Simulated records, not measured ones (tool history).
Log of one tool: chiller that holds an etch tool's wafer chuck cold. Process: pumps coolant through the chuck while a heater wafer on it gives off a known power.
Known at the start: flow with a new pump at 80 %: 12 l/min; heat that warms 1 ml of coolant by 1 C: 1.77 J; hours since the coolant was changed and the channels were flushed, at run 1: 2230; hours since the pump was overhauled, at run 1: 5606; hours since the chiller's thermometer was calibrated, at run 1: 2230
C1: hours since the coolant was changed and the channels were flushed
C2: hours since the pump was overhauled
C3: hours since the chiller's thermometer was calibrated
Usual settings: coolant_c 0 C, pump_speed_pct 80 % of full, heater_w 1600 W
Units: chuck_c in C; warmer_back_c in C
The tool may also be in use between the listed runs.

run 1 hour=0.0 | coolant_c=0 pump_speed_pct=80 heater_w=1600 | C1=2230 C2=5606 C3=2230 | chuck_c=15.4 warmer_back_c=5.22
run 2 hour=67.9 | coolant_c=0 pump_speed_pct=80 heater_w=1677 | C1=2298 C2=5674 C3=2298 | chuck_c=16.3 warmer_back_c=5.51
run 3 hour=210.0 | coolant_c=0 pump_speed_pct=80 heater_w=1677 | C1=2440 C2=5816 C3=2440 | chuck_c=16.3 warmer_back_c=5.47
run 4 hour=335.3 | coolant_c=0 pump_speed_pct=80 heater_w=803 | C1=2565 C2=5941 C3=2565 | chuck_c=7.8 warmer_back_c=2.63
run 5 hour=424.1 | coolant_c=0 pump_speed_pct=80 heater_w=803 | C1=2654 C2=6030 C3=2654 | chuck_c=7.7 warmer_back_c=2.62
run 6 hour=505.1 | coolant_c=4 pump_speed_pct=80 heater_w=1600 | C1=2735 C2=6111 C3=2735 | chuck_c=19.9 warmer_back_c=5.23
run 7 hour=638.3 | coolant_c=0 pump_speed_pct=80 heater_w=1600 | C1=2868 C2=6244 C3=2868 | chuck_c=15.9 warmer_back_c=5.24
run 8 hour=734.1 | coolant_c=0 pump_speed_pct=80 heater_w=1600 | C1=2964 C2=6340 C3=2964 | chuck_c=16.0 warmer_back_c=5.25
-- hour=825.7 coolant pump overhauled
run 9 hour=830.1 | coolant_c=0 pump_speed_pct=80 heater_w=1600 | C1=3055 C2=4 C3=3055 | chuck_c=16.8 warmer_back_c=5.65
run 10 hour=929.3 | coolant_c=0 pump_speed_pct=80 heater_w=1600 | C1=3154 C2=104 C3=3154 | chuck_c=17.0 warmer_back_c=5.72
run 11 hour=998.4 | coolant_c=0 pump_speed_pct=80 heater_w=1600 | C1=3223 C2=173 C3=3223 | chuck_c=16.9 warmer_back_c=5.77
-- hour=1099.0 coolant pump overhauled, once more
run 12 hour=1144.6 | coolant_c=0 pump_speed_pct=80 heater_w=1653 | C1=3364 C2=46 C3=3364 | chuck_c=14.9 warmer_back_c=4.65
run 13 hour=1222.7 | coolant_c=-9 pump_speed_pct=80 heater_w=1600 | C1=3442 C2=124 C3=3442 | chuck_c=5.3 warmer_back_c=4.47
run 14 hour=1285.1 | coolant_c=-9 pump_speed_pct=80 heater_w=1600 | C1=3505 C2=186 C3=3505 | chuck_c=5.3 warmer_back_c=4.53
run 15 hour=1420.2 | coolant_c=-9 pump_speed_pct=80 heater_w=1600 | C1=3640 C2=321 C3=3640 | chuck_c=5.5 warmer_back_c=4.60
run 16 hour=1495.3 | coolant_c=1 pump_speed_pct=94 heater_w=1732 | C1=3715 C2=396 C3=3715 | chuck_c=14.8 warmer_back_c=4.14
run 17 hour=1579.7 | coolant_c=1 pump_speed_pct=94 heater_w=1732 | C1=3799 C2=481 C3=3799 | chuck_c=14.8 warmer_back_c=4.06
run 18 hour=1700.1 | coolant_c=-3 pump_speed_pct=76 heater_w=2336 | C1=3920 C2=601 C3=3920 | chuck_c=19.6 warmer_back_c=7.06
run 19 hour=1819.4 | coolant_c=-7 pump_speed_pct=80 heater_w=959 | C1=4039 C2=720 C3=4039 | chuck_c=1.5 warmer_back_c=2.75
run 20 hour=1924.8 | coolant_c=-7 pump_speed_pct=80 heater_w=959 | C1=4145 C2=826 C3=4145 | chuck_c=1.6 warmer_back_c=2.75
run 21 hour=2043.5 | coolant_c=-7 pump_speed_pct=60 heater_w=849 | C1=4263 C2=945 C3=4263 | chuck_c=2.7 warmer_back_c=3.36
run 22 hour=2146.4 | coolant_c=-7 pump_speed_pct=77 heater_w=2096 | C1=4366 C2=1047 C3=4366 | chuck_c=13.5 warmer_back_c=6.30
run 23 hour=2262.0 | coolant_c=9 pump_speed_pct=80 heater_w=1213 | C1=4482 C2=1163 C3=4482 | chuck_c=20.2 warmer_back_c=3.48
run 24 hour=2365.8 | coolant_c=7 pump_speed_pct=80 heater_w=920 | C1=4586 C2=1267 C3=4586 | chuck_c=15.5 warmer_back_c=2.63
run 25 hour=2514.0 | coolant_c=0 pump_speed_pct=90 heater_w=1180 | C1=4734 C2=1415 C3=4734 | chuck_c=10.1 warmer_back_c=2.98
run 26 hour=2617.9 | coolant_c=0 pump_speed_pct=90 heater_w=1180 | C1=4838 C2=1519 C3=4838 | chuck_c=9.8 warmer_back_c=3.08
-- hour=2629.8 chiller's thermometer calibrated
-- hour=2656.5 coolant changed, channels flushed
run 27 hour=2685.8 | coolant_c=0 pump_speed_pct=90 heater_w=1180 | C1=29 C2=1580 C3=50 | chuck_c=9.2 warmer_back_c=3.05
run 28 hour=2784.4 | coolant_c=-2 pump_speed_pct=80 heater_w=1600 | C1=128 C2=1678 C3=149 | chuck_c=11.8 warmer_back_c=4.68

4 ways to go on from here, each from the tool as it stands after run 28. What would each give?
run A hour=2917.1 | coolant_c=1 pump_speed_pct=78 heater_w=910 | C1=261 C2=1811 C3=281 | chuck_c=? warmer_back_c=?
run B hour=2917.1 | coolant_c=8 pump_speed_pct=67 heater_w=1513 | C1=261 C2=1811 C3=281 | chuck_c=? warmer_back_c=?
run C hour=2917.1 | coolant_c=5 pump_speed_pct=70 heater_w=2137 | C1=261 C2=1811 C3=281 | chuck_c=? warmer_back_c=?
run D hour=2917.1 | coolant_c=1 pump_speed_pct=81 heater_w=1600 | C1=261 C2=1811 C3=281 | chuck_c=? warmer_back_c=?

run=A chuck_c=9.1 warmer_back_c=2.69
run=B chuck_c=23.0 warmer_back_c=5.34
run=C chuck_c=25.5 warmer_back_c=7.28
run=D chuck_c=14.7 warmer_back_c=4.70
Without the tool's hidden state the same runs would have given:
run=A chuck_c=8.8 warmer_back_c=2.59
run=B chuck_c=22.5 warmer_back_c=5.15
run=C chuck_c=24.8 warmer_back_c=7.03
run=D chuck_c=14.3 warmer_back_c=4.53

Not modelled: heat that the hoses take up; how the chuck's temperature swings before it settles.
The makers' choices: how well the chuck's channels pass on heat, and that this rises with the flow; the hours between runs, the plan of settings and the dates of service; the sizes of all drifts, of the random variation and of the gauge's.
